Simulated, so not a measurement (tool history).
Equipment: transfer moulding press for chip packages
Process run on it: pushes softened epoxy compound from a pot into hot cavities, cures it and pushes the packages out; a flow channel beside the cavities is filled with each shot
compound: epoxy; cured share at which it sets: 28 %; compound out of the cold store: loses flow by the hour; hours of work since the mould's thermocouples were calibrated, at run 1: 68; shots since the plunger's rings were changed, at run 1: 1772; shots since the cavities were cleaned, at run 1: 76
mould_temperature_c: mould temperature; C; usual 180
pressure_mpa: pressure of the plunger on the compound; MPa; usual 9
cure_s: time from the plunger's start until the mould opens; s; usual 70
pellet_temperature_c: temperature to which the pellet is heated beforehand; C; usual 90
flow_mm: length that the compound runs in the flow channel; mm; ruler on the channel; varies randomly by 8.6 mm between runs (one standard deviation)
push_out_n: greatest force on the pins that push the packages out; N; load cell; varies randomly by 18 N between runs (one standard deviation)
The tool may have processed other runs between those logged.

| run | day | mould_temperature_c | pressure_mpa | cure_s | pellet_temperature_c | hours of work since the mould's thermocouples were calibrated | shots since the plunger's rings were changed | shots since the cavities were cleaned | incoming compound's hours out of the cold store | flow_mm | push_out_n |
|---|---|---|---|---|---|---|---|---|---|---|---|
| 1 | 0 | 180 | 9 | 70 | 90 | 68 | 1772 | 76 | 31.9 | 840 | 869 |
| 2 | 0.646 | 180 | 9 | 70 | 90 | 76 | 1968 | 272 | 37 | 788 | 998 |
| 3 | 1.067 | 180 | 9 | 70 | 90 | 81 | 2095 | 399 | 24.5 | 872 | 1147 |
| 4 | 1.904 | 180 | 9 | 70 | 90 | 91 | 2350 | 654 | 19.3 | 907 | 1364 |
| 5 | 2.629 | 172 | 9 | 70 | 90 | 99 | 2569 | 873 | 40.2 | 781 | 2253 |
| 6 | 3.408 | 172 | 9 | 70 | 90 | 108 | 2806 | 1110 | 22.1 | 895 | 2548 |
|  | 3.529 | cavities cleaned with cleaning compound and waxed |
| 7 | 4.05 | 172 | 9 | 70 | 90 | 115 | 2981 | 157 | 28.4 | 853 | 1653 |
| 8 | 4.612 | 172 | 9 | 70 | 90 | 122 | 3152 | 328 | 8.5 | 983 | 2038 |
| 9 | 5.088 | 172 | 9 | 70 | 90 | 127 | 3297 | 473 | 32.4 | 821 | 1942 |
| 10 | 5.446 | 172 | 9 | 70 | 90 | 131 | 3406 | 582 | 30.8 | 839 | 2059 |
| 11 | 6.229 | 172 | 9 | 70 | 90 | 141 | 3643 | 819 | 37.6 | 782 | 2257 |
| 12 | 6.721 | 180 | 6.84 | 70 | 90 | 146 | 3793 | 969 | 35.6 | 674 | 1394 |
| 13 | 7.154 | 180 | 6.84 | 70 | 90 | 151 | 3924 | 1100 | 22.7 | 739 | 1530 |
|  | 7.279 | cavities cleaned with cleaning compound and waxed |
| 14 | 7.571 | 180 | 9 | 70 | 90 | 155 | 4031 | 87 | 21.7 | 863 | 961 |
| 15 | 8.162 | 179 | 9 | 70 | 90 | 162 | 4211 | 267 | 29.1 | 810 | 1192 |
|  | 8.329 | plunger's sealing rings changed |
| 16 | 8.712 | 179 | 9 | 70 | 90 | 168 | 116 | 403 | 42.9 | 799 | 1144 |
| 17 | 9.521 | 180 | 8.61 | 94 | 90 | 177 | 361 | 648 | 19 | 928 | 829 |
| 18 | 10.179 | 180 | 9 | 94 | 80 | 185 | 560 | 847 | 42.1 | 798 | 858 |
| 19 | 10.979 | 180 | 9.13 | 84 | 97 | 194 | 804 | 1091 | 36.3 | 830 | 978 |
|  | 11.15 | cavities cleaned with cleaning compound and waxed |
| 20 | 11.617 | 182 | 9.79 | 59 | 98 | 201 | 977 | 141 | 42 | 825 | 1170 |
| 21 | 12.017 | 180 | 7.22 | 60 | 90 | 206 | 1099 | 263 | 26.9 | 789 | 1636 |
| 22 | 12.367 | 180 | 7.18 | 95 | 90 | 210 | 1205 | 369 | 36.5 | 724 | 653 |
| 23 | 12.729 | 180 | 7.18 | 95 | 90 | 214 | 1315 | 479 | 29 | 759 | 707 |
| 24 | 13.467 | 180 | 8.57 | 57 | 85 | 223 | 1540 | 704 | 11.8 | 945 | 2492 |
| 25 | 13.971 | 180 | 8.57 | 57 | 85 | 228 | 1693 | 857 | 17.4 | 933 | 2636 |
| 26 | 14.679 | 180 | 8.57 | 57 | 85 | 237 | 1907 | 1071 | 46.8 | 737 | 2314 |
|  | 14.938 | cavities cleaned with cleaning compound and waxed |
| 27 | 15.221 | 180 | 10.51 | 57 | 88 | 242 | 2053 | 86 | 18.3 | 992 | 1634 |
| 28 | 15.9 | 180 | 10.51 | 57 | 88 | 250 | 2259 | 292 | 36 | 874 | 1827 |
| 29 | 16.283 | 182 | 10.64 | 67 | 86 | 255 | 2375 | 408 | 26.2 | 933 | 1203 |

Selected run-to-run steps in flow_mm, each split into two signed amounts: the part the tool would show with no hidden state at all (from settings, incoming material and random variation), and the remainder, which goes to the hidden state together with any gauge scatter not common to the measured and the hidden-state-free results:
Unlogged tool condition in this case: true mould temperature over the reading, C; pressure that reaches the compound, % of what is set; grip of the stained cavities, % over clean ones'; drift of the gauge itself on flow_mm, %; drift of the gauge itself on push_out_n, %.
Run 7 -> 8: no setting touched and nothing written in the log between the runs. flow_mm +130 mm: hidden state -14, all else +144.
Run 15 -> 16: plunger's sealing rings changed. flow_mm -11 mm: hidden state +79, all else -90.
Run 25 -> 26: no setting touched and nothing written in the log between the runs. flow_mm -196 mm: hidden state +3, all else -199.
Run 26 -> 27: pressure_mpa 8.57 -> 10.51, pellet_temperature_c 85 -> 88, cavities cleaned with cleaning compound and waxed. flow_mm +255 mm: hidden state -13, all else +268.

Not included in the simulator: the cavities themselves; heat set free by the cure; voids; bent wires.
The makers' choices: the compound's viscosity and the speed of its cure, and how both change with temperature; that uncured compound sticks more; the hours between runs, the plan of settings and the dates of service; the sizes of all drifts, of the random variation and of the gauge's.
